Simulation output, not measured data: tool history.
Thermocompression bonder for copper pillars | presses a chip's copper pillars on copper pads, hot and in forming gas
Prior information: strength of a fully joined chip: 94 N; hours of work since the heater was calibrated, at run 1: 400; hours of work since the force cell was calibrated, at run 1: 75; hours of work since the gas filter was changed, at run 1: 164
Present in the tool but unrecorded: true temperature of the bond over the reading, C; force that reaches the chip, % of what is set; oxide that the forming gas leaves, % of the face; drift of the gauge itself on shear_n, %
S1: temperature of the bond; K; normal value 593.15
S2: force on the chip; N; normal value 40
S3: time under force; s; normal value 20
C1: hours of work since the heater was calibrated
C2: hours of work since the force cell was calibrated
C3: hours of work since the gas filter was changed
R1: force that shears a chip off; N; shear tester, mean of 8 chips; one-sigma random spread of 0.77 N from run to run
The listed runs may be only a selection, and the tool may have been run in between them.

Run 1, hour 0.0: usual settings; C1 400; C2 75; C3 164. Result: R1 54.1 N.
Run 2, hour 25.3: usual settings; C1 420; C2 95; C3 184. Result: R1 54.9 N.
Run 3, hour 56.3: usual settings but S2 31 N; C1 444; C2 119; C3 208. Result: R1 45.1 N.
Run 4, hour 71.4: usual settings; C1 455; C2 131; C3 220. Result: R1 54.5 N.
Run 5, hour 100.8: usual settings; C1 478; C2 153; C3 243. Result: R1 53.5 N.
Run 6, hour 130.2: usual settings but S3 33 s; C1 501; C2 176; C3 266. Result: R1 60.8 N.
Run 7, hour 149.5: usual settings but S1 591.15 K; C1 516; C2 191; C3 281. Result: R1 51.4 N.
Run 8, hour 175.6: usual settings but S1 591.15 K; C1 537; C2 212; C3 301. Result: R1 51.6 N.
Run 9, hour 201.6: usual settings; C1 557; C2 232; C3 321. Result: R1 51.4 N.
Run 10, hour 228.6: usual settings; C1 578; C2 253; C3 342. Result: R1 51.8 N.
Run 11, hour 246.3: usual settings but S2 31 N; C1 592; C2 267; C3 356. Result: R1 43.6 N.
Run 12, hour 275.2: usual settings but S1 620.15 K; C1 614; C2 289; C3 379. Result: R1 59.1 N.
Run 13, hour 289.4: usual settings but S1 620.15 K; C1 625; C2 300; C3 390. Result: R1 60.2 N.
At hour 307.0: forming gas filter changed.
Run 14, hour 320.6: usual settings but S2 28 N; C1 649; C2 324; C3 11. Result: R1 43.8 N.
Run 15, hour 350.7: usual settings but S2 28 N; C1 673; C2 348; C3 34. Result: R1 44.1 N.
Run 16, hour 366.3: usual settings but S2 28 N; C1 685; C2 360; C3 46. Result: R1 44.8 N.
Run 17, hour 394.8: usual settings but S2 28 N; C1 707; C2 382; C3 68. Result: R1 43.0 N.
Run 18, hour 415.0: usual settings but S2 28 N; C1 723; C2 398; C3 84. Result: R1 42.6 N.
Run 19, hour 443.3: usual settings but S3 21 s; C1 745; C2 420; C3 106. Result: R1 57.1 N.
Run 20, hour 464.8: usual settings but S3 21 s; C1 762; C2 437; C3 123. Result: R1 56.3 N.
Run 21, hour 478.4: usual settings but S3 21 s; C1 772; C2 447; C3 134. Result: R1 56.1 N.
Run 22, hour 506.8: usual settings but S3 21 s; C1 794; C2 470; C3 156. Result: R1 55.8 N.
Run 23, hour 536.0: usual settings but S3 21 s; C1 817; C2 492; C3 179. Result: R1 54.5 N.
Run 24, hour 560.0: usual settings but S2 45 N, S3 17 s; C1 836; C2 511; C3 197. Result: R1 53.9 N.
At hour 562.8: force cell calibrated.
Run 25, hour 589.6: usual settings but S2 45 N, S3 17 s; C1 858; C2 21; C3 219. Result: R1 53.7 N.
Run 26, hour 606.3: usual settings but S1 622.15 K, S2 34 N, S3 46 s; C1 871; C2 34; C3 232. Result: R1 68.1 N.
At hour 617.7: force cell calibrated, once more.
Run 27, hour 620.9: usual settings but S1 619.15 K, S2 27 N, S3 26 s; C1 881; C2 2; C3 242. Result: R1 52.1 N.
Run 28, hour 641.0: usual settings but S2 33 N, S3 17 s; C1 897; C2 18; C3 258. Result: R1 43.3 N.
Run 29, hour 665.5: usual settings but S2 33 N, S3 17 s; C1 916; C2 37; C3 277. Result: R1 43.4 N.
Run 30, hour 686.0: usual settings but S2 33 N, S3 17 s; C1 932; C2 53; C3 293. Result: R1 44.2 N.
Run 31, hour 699.2: usual settings but S2 33 N, S3 17 s; C1 942; C2 64; C3 303. Result: R1 43.4 N.
Run 32, hour 717.0: usual settings but S2 33 N, S3 17 s; C1 956; C2 77; C3 317. Result: R1 44.5 N.
Run 33, hour 735.1: usual settings but S2 28 N, S3 24 s; C1 970; C2 91; C3 331. Result: R1 42.3 N.
Run 34, hour 747.7: usual settings but S2 44 N, S3 32 s; C1 980; C2 101; C3 341. Result: R1 61.3 N.
Run 35, hour 761.7: usual settings but S2 30 N, S3 13 s; C1 991; C2 112; C3 352. Result: R1 36.4 N.
Run 36, hour 788.7: usual settings but S1 572.15 K, S2 45 N, S3 47 s; C1 1012; C2 133; C3 373. Result: R1 62.4 N.
Run 37, hour 809.1: usual settings but S1 586.15 K, S2 45 N, S3 47 s; C1 1028; C2 149; C3 389. Result: R1 64.1 N.
At hour 827.4: forming gas filter changed.
Run 38, hour 840.0: usual settings but S1 606.15 K, S2 45 N, S3 44 s; C1 1051; C2 173; C3 10. Result: R1 77.4 N.
Run 39, hour 855.3: usual settings but S1 606.15 K, S2 45 N, S3 44 s; C1 1063; C2 185; C3 22. Result: R1 79.2 N.

Forecast each of these 4 alternatives for the next run:
Run A, hour 874.1: usual settings but S1 611.15 K, S2 33 N, S3 28 s; C1 1078; C2 199; C3 36. Result: R1 ?.
Run B, hour 874.1: usual settings but S1 601.15 K, S2 46 N, S3 44 s; C1 1078; C2 199; C3 36. Result: R1 ?.
Run C, hour 874.1: usual settings but S1 595.15 K; C1 1078; C2 199; C3 36. Result: R1 ?.
Run D, hour 874.1: usual settings but S2 32 N, S3 25 s; C1 1078; C2 199; C3 36. Result: R1 ?.

run    R1
  A  61.5
  B  77.7
  C  56.2
  D  50.8
Take away the tool's hidden state, keep each run's random variation, and the runs would have read:
run    R1
  A  63.9
  B  80.0
  C  58.5
  D  53.0
